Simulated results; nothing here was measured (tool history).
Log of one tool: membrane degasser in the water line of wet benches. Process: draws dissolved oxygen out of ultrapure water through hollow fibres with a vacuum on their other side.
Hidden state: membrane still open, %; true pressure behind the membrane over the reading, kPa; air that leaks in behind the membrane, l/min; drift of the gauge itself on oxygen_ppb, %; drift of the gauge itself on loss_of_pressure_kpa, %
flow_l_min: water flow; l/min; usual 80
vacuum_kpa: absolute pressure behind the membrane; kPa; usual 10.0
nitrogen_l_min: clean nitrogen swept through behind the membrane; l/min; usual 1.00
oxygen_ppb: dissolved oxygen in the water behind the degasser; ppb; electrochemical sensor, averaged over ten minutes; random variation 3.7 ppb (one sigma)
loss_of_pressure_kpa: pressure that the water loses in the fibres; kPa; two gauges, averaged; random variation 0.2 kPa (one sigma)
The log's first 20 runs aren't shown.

| run | hour | flow_l_min | vacuum_kpa | nitrogen_l_min | hours since the membrane was changed | hours since the vacuum gauge was calibrated | hours since the vacuum lines were made tight | oxygen_ppb | loss_of_pressure_kpa |
|---|---|---|---|---|---|---|---|---|---|
| 21 | 1067.2 | 80 | 6.8 | 0.48 | 1533 | 3207 | 11671 | 716.5 | 41.90 |
| 22 | 1102.4 | 80 | 6.8 | 0.48 | 1568 | 3242 | 11706 | 717.0 | 41.90 |
| 23 | 1132.4 | 103 | 9.0 | 1.00 | 1598 | 3272 | 11736 | 881.2 | 53.39 |
| 24 | 1187.8 | 103 | 8.1 | 2.69 | 1654 | 3328 | 11791 | 386.1 | 53.42 |
| 25 | 1219.4 | 103 | 8.1 | 2.69 | 1685 | 3359 | 11823 | 395.0 | 53.85 |
| 26 | 1249.2 | 103 | 8.1 | 2.69 | 1715 | 3389 | 11853 | 390.7 | 53.45 |
| 27 | 1281.3 | 72 | 24.9 | 2.88 | 1747 | 3421 | 11885 | 1065.5 | 37.71 |
| 28 | 1329.7 | 97 | 13.3 | 1.38 | 1796 | 3470 | 11933 | 1150.2 | 50.68 |
|  | 1390.8 | seals of the vacuum lines changed |
| 29 | 1401.4 | 119 | 21.0 | 0.93 | 1865 | 3539 | 11 | 2605.9 | 62.08 |
| 30 | 1464.7 | 70 | 10.1 | 0.93 | 1929 | 3603 | 74 | 843.0 | 36.84 |
| 31 | 1520.5 | 70 | 10.1 | 0.93 | 1984 | 3658 | 130 | 844.0 | 36.47 |
| 32 | 1560.6 | 70 | 10.1 | 0.93 | 2024 | 3698 | 170 | 835.8 | 36.23 |
| 33 | 1598.7 | 96 | 7.4 | 0.99 | 2063 | 3737 | 208 | 633.6 | 50.18 |

Forecast each of these 3 alternatives for the next run:
| A | 1649.8 | 80 | 12.1 | 1.00 | 2114 | 3788 | 259 | ? | ? |
| B | 1649.8 | 59 | 11.0 | 1.97 | 2114 | 3788 | 259 | ? | ? |
| C | 1649.8 | 96 | 11.5 | 0.46 | 2114 | 3788 | 259 | ? | ? |

| run | oxygen_ppb | loss_of_pressure_kpa |
|---|---|---|
| A | 1104.0 | 41.96 |
| B | 478.5 | 30.78 |
| C | 1727.3 | 50.04 |
Without the tool's hidden state the same runs would have given:
| run | oxygen_ppb | loss_of_pressure_kpa |
|---|---|---|
| A | 1079.3 | 41.95 |
| B | 467.7 | 30.77 |
| C | 1688.5 | 50.03 |
